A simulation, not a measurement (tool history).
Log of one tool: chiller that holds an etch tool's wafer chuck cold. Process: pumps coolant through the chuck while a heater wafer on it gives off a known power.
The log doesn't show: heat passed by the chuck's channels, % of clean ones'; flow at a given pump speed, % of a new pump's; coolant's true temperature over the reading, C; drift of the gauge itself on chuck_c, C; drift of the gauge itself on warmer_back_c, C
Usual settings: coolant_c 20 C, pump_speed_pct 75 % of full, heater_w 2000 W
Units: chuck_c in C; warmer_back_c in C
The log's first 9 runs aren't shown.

| run | day | coolant_c | pump_speed_pct | heater_w | hours since the coolant was changed and the channels were flushed | hours since the pump was overhauled | hours since the chiller's thermometer was calibrated | chuck_c | warmer_back_c |
|---|---|---|---|---|---|---|---|---|---|
| 10 | 26.138 | 18 | 75 | 2385 | 2071 | 874 | 1007 | 33.5 | 7.43 |
| 11 | 29.254 | 18 | 75 | 2385 | 2146 | 949 | 1082 | 33.4 | 7.38 |
| 12 | 32.317 | 20 | 91 | 2000 | 2220 | 1022 | 1155 | 31.7 | 4.90 |
| 13 | 35.738 | 20 | 91 | 2000 | 2302 | 1104 | 1238 | 31.5 | 4.89 |
| 14 | 38.688 | 11 | 75 | 2000 | 2373 | 1175 | 1308 | 24.1 | 6.13 |
| 15 | 40.796 | 11 | 75 | 2000 | 2423 | 1226 | 1359 | 24.0 | 6.12 |
| 16 | 44.488 | 10 | 91 | 1942 | 2512 | 1314 | 1448 | 21.3 | 4.73 |
| 17 | 46.933 | 10 | 70 | 1362 | 2571 | 1373 | 1506 | 19.4 | 4.39 |
| 18 | 49.971 | 20 | 63 | 1214 | 2643 | 1446 | 1579 | 28.9 | 4.41 |
| 19 | 52.067 | 20 | 63 | 1214 | 2694 | 1496 | 1629 | 28.9 | 4.37 |
| 20 | 54.112 | 20 | 63 | 1214 | 2743 | 1545 | 1679 | 29.0 | 4.38 |
| 21 | 56.854 | 19 | 89 | 2428 | 2809 | 1611 | 1744 | 33.1 | 6.03 |
| 22 | 58.721 | 20 | 92 | 2000 | 2854 | 1656 | 1789 | 31.4 | 4.78 |
| 23 | 61.908 | 20 | 92 | 2000 | 2930 | 1733 | 1866 | 31.5 | 4.73 |
| 24 | 65.138 | 20 | 92 | 2000 | 3007 | 1810 | 1943 | 31.5 | 4.76 |
| 25 | 68.954 | 13 | 75 | 1208 | 3099 | 1902 | 2035 | 21.0 | 3.45 |
| 26 | 73.025 | 29 | 75 | 1208 | 3197 | 1999 | 2132 | 36.7 | 3.41 |
| 27 | 76.321 | 17 | 88 | 1918 | 3276 | 2078 | 2212 | 28.2 | 4.65 |
| 28 | 79.900 | 18 | 89 | 1279 | 3362 | 2164 | 2297 | 25.3 | 2.92 |
| 29 | 82.321 | 13 | 87 | 1136 | 3420 | 2222 | 2356 | 19.7 | 2.56 |
|  | 83.554 | gauge calibrated |
| 30 | 84.329 | 13 | 87 | 1136 | 3468 | 2271 | 2404 | 19.6 | 3.08 |

Forecast each of these 5 alternatives for the next run:
| A | 88.217 | 21 | 75 | 1976 | 3561 | 2364 | 2497 | ? | ? |
| B | 88.217 | 13 | 71 | 1136 | 3561 | 2364 | 2497 | ? | ? |
| C | 88.217 | 14 | 75 | 2000 | 3561 | 2364 | 2497 | ? | ? |
| D | 88.217 | 17 | 93 | 2281 | 3561 | 2364 | 2497 | ? | ? |
| E | 88.217 | 18 | 87 | 1136 | 3561 | 2364 | 2497 | ? | ? |

| run | chuck_c | warmer_back_c |
|---|---|---|
| A | 33.9 | 6.20 |
| B | 20.9 | 3.80 |
| C | 27.2 | 6.28 |
| D | 29.8 | 5.74 |
| E | 24.7 | 3.02 |
Without the tool's hidden state the same runs would have given:
| run | chuck_c | warmer_back_c |
|---|---|---|
| A | 33.8 | 6.23 |
| B | 20.8 | 3.82 |
| C | 27.1 | 6.31 |
| D | 29.7 | 5.76 |
| E | 24.7 | 3.04 |
